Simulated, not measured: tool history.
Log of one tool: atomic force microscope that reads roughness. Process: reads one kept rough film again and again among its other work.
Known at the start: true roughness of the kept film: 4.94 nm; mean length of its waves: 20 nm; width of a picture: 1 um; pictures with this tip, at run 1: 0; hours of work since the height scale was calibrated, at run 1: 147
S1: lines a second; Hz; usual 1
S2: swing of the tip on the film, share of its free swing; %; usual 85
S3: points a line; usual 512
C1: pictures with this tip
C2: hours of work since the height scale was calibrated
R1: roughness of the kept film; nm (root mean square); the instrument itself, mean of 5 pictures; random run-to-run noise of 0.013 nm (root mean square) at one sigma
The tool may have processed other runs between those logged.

Run 1, day 0: usual settings; C1 0; C2 147. Result: R1 3.049 nm (root mean square).
Run 2, day 0.775: usual settings; C1 31; C2 158. Result: R1 3.027 nm (root mean square).
Run 3, day 1.579: usual settings but S2 81 %; C1 62; C2 169. Result: R1 3.068 nm (root mean square).
At day 1.775: new tip fitted.
Run 4, day 2.717: usual settings but S2 71 %; C1 37; C2 185. Result: R1 3.133 nm (root mean square).
Run 5, day 3.458: usual settings but S2 74 %; C1 67; C2 195. Result: R1 3.128 nm (root mean square).
At day 3.6: new tip fitted.
Run 6, day 4.733: usual settings but S2 74 %; C1 44; C2 213. Result: R1 3.15 nm (root mean square).
At day 5.396: new tip fitted.
Run 7, day 5.608: usual settings but S2 74 %; C1 8; C2 225. Result: R1 3.155 nm (root mean square).
Run 8, day 6.662: usual settings; C1 50; C2 240. Result: R1 3.021 nm (root mean square).
At day 7.175: new tip fitted.
Run 9, day 7.962: usual settings; C1 31; C2 258. Result: R1 2.992 nm (root mean square).
Run 10, day 8.742: usual settings but S1 0.79 Hz; C1 62; C2 269. Result: R1 3.085 nm (root mean square).
At day 8.971: new tip fitted.
Run 11, day 10.158: usual settings but S1 0.79 Hz; C1 47; C2 288. Result: R1 3.08 nm (root mean square).
At day 10.788: new tip fitted.
Run 12, day 11.633: usual settings but S1 1.36 Hz; C1 34; C2 309. Result: R1 2.943 nm (root mean square).
Run 13, day 12.296: usual settings but S1 0.67 Hz; C1 60; C2 318. Result: R1 3.115 nm (root mean square).
At day 12.579: new tip fitted.
Run 14, day 12.925: usual settings but S1 0.67 Hz; C1 14; C2 327. Result: R1 3.084 nm (root mean square).
Run 15, day 14.008: usual settings but S1 0.67 Hz; C1 56; C2 342. Result: R1 3.106 nm (root mean square).
At day 14.371: new tip fitted.
Run 16, day 14.775: usual settings but S1 0.67 Hz; C1 16; C2 352. Result: R1 3.122 nm (root mean square).
At day 16.217: new tip fitted.
Run 17, day 16.304: usual settings; C1 3; C2 374. Result: R1 3.035 nm (root mean square).
Run 18, day 17.375: usual settings; C1 46; C2 389. Result: R1 3.025 nm (root mean square).
At day 18.012: new tip fitted.
Run 19, day 18.142: usual settings; C1 5; C2 399. Result: R1 3.024 nm (root mean square).
Run 20, day 18.988: usual settings; C1 38; C2 411. Result: R1 3.028 nm (root mean square).
At day 19.779: new tip fitted.
Run 21, day 19.904: usual settings but S3 405; C1 5; C2 424. Result: R1 3.021 nm (root mean square).
Run 22, day 20.558: usual settings but S3 405; C1 31; C2 433. Result: R1 3.006 nm (root mean square).
Run 23, day 21.404: usual settings; C1 64; C2 445. Result: R1 3.032 nm (root mean square).
At day 21.571: new tip fitted.
Run 24, day 22.804: usual settings; C1 49; C2 464. Result: R1 3.02 nm (root mean square).
At day 23.342: new tip fitted.
Run 25, day 23.942: usual settings but S1 1.2 Hz, S2 79 %, S3 756; C1 24; C2 480. Result: R1 3.052 nm (root mean square).
Run 26, day 24.988: usual settings but S1 1.2 Hz, S2 79 %, S3 756; C1 65; C2 495. Result: R1 3.074 nm (root mean square).
At day 25.092: new tip fitted.
Run 27, day 25.708: usual settings but S1 1.2 Hz, S2 79 %, S3 756; C1 25; C2 505. Result: R1 3.072 nm (root mean square).
At day 26.892: new tip fitted.
Run 28, day 27.212: usual settings but S1 1.2 Hz, S2 79 %, S3 756; C1 13; C2 525. Result: R1 3.065 nm (root mean square).
Run 29, day 28.3: usual settings but S1 1.2 Hz, S2 79 %, S3 424; C1 56; C2 541. Result: R1 3.03 nm (root mean square).
At day 28.704: new tip fitted.
Run 30, day 29.717: usual settings but S1 1.53 Hz, S2 67 %; C1 40; C2 560. Result: R1 3.125 nm (root mean square).
Run 31, day 30.375: usual settings but S1 1.53 Hz, S2 67 %; C1 66; C2 570. Result: R1 3.072 nm (root mean square).
At day 30.5: new tip fitted.
Run 32, day 31.596: usual settings but S1 1.53 Hz, S2 67 %; C1 43; C2 587. Result: R1 3.086 nm (root mean square).
At day 32.238: new tip fitted.
Run 33, day 32.3: usual settings but S1 1.53 Hz, S2 67 %; C1 2; C2 596. Result: R1 3.133 nm (root mean square).
Run 34, day 33.342: usual settings but S1 2.05 Hz, S2 65 %, S3 796; C1 44; C2 611. Result: R1 3.106 nm (root mean square).
At day 33.983: new tip fitted.
Run 35, day 34.004: usual settings but S1 0.72 Hz, S2 65 %, S3 457; C1 1; C2 620. Result: R1 3.197 nm (root mean square).
Run 36, day 35.067: usual settings but S1 0.71 Hz, S2 57 %, S3 860; C1 43; C2 635. Result: R1 3.221 nm (root mean square).
At day 35.754: new tip fitted.
Run 37, day 36.271: usual settings but S1 0.57 Hz, S2 82 %, S3 376; C1 21; C2 652. Result: R1 3.123 nm (root mean square).
At day 37.521: new tip fitted.
Run 38, day 37.75: usual settings but S1 0.7 Hz, S2 62 %, S3 671; C1 9; C2 672. Result: R1 3.237 nm (root mean square).
Run 39, day 39.121: usual settings but S3 542; C1 63; C2 691. Result: R1 3.05 nm (root mean square).
At day 39.333: new tip fitted.
Run 40, day 40.604: usual settings but S1 1.81 Hz, S3 509; C1 50; C2 712. Result: R1 2.827 nm (root mean square).
At day 41.146: new tip fitted.
Run 41, day 41.925: usual settings but S1 1.46 Hz, S2 62 %, S3 825; C1 31; C2 730. Result: R1 3.194 nm (root mean square).
At day 42.908: new tip fitted.
Run 42, day 43.096: usual settings but S1 3.44 Hz, S3 745; C1 8; C2 747. Result: R1 2.563 nm (root mean square).
Run 43, day 43.733: usual settings but S1 1.35 Hz, S2 59 %, S3 358; C1 33; C2 756. Result: R1 3.131 nm (root mean square).
Run 44, day 44.433: usual settings but S1 0.51 Hz, S2 67 %, S3 311; C1 60; C2 765. Result: R1 3.163 nm (root mean square).
At day 44.688: new tip fitted.
Run 45, day 45.467: usual settings; C1 30; C2 780. Result: R1 3.026 nm (root mean square).
At day 46.525: new tip fitted.
Run 46, day 46.792: usual settings; C1 11; C2 798. Result: R1 3.017 nm (root mean square).
Run 47, day 47.733: usual settings; C1 48; C2 811. Result: R1 3.035 nm (root mean square).

Hidden state at the last listed run before each entry between runs and at the first one after, where it differs:
After run 3, before run 4: new tip fitted (day 1.775)
  the hidden state is the same at both runs
After run 5, before run 6: new tip fitted (day 3.6)
  the hidden state is the same at both runs
After run 6, before run 7: new tip fitted (day 5.396)
  radius of the tip, nm: 10.1 -> 10
After run 8, before run 9: new tip fitted (day 7.175)
  radius of the tip, nm: 10.1 -> 10
After run 10, before run 11: new tip fitted (day 8.971)
  the hidden state is the same at both runs
After run 11, before run 12: new tip fitted (day 10.788)
  radius of the tip, nm: 10.1 -> 10
After run 13, before run 14: new tip fitted (day 12.579)
  radius of the tip, nm: 10.1 -> 10
After run 15, before run 16: new tip fitted (day 14.371)
  radius of the tip, nm: 10.1 -> 10
After run 16, before run 17: new tip fitted (day 16.217)
  the hidden state is the same at both runs
After run 18, before run 19: new tip fitted (day 18.012)
  radius of the tip, nm: 10.1 -> 10
After run 20, before run 21: new tip fitted (day 19.779)
  the hidden state is the same at both runs
After run 23, before run 24: new tip fitted (day 21.571)
  the hidden state is the same at both runs
After run 24, before run 25: new tip fitted (day 23.342)
  radius of the tip, nm: 10.1 -> 10
After run 26, before run 27: new tip fitted (day 25.092)
  radius of the tip, nm: 10.1 -> 10
After run 27, before run 28: new tip fitted (day 26.892)
  height scale over the true one, %: 0 -> 0.01
After run 29, before run 30: new tip fitted (day 28.704)
  the hidden state is the same at both runs
After run 31, before run 32: new tip fitted (day 30.5)
  the hidden state is the same at both runs
After run 32, before run 33: new tip fitted (day 32.238)
  radius of the tip, nm: 10.1 -> 10
After run 34, before run 35: new tip fitted (day 33.983)
  radius of the tip, nm: 10.1 -> 10
After run 36, before run 37: new tip fitted (day 35.754)
  radius of the tip, nm: 10.1 -> 10
After run 37, before run 38: new tip fitted (day 37.521)
  the hidden state is the same at both runs
After run 39, before run 40: new tip fitted (day 39.333)
  the hidden state is the same at both runs
After run 40, before run 41: new tip fitted (day 41.146)
  radius of the tip, nm: 10.1 -> 10
After run 41, before run 42: new tip fitted (day 42.908)
  the hidden state is the same at both runs
After run 44, before run 45: new tip fitted (day 44.688)
  radius of the tip, nm: 10.1 -> 10
After run 45, before run 46: new tip fitted (day 46.525)
  the hidden state is the same at both runs
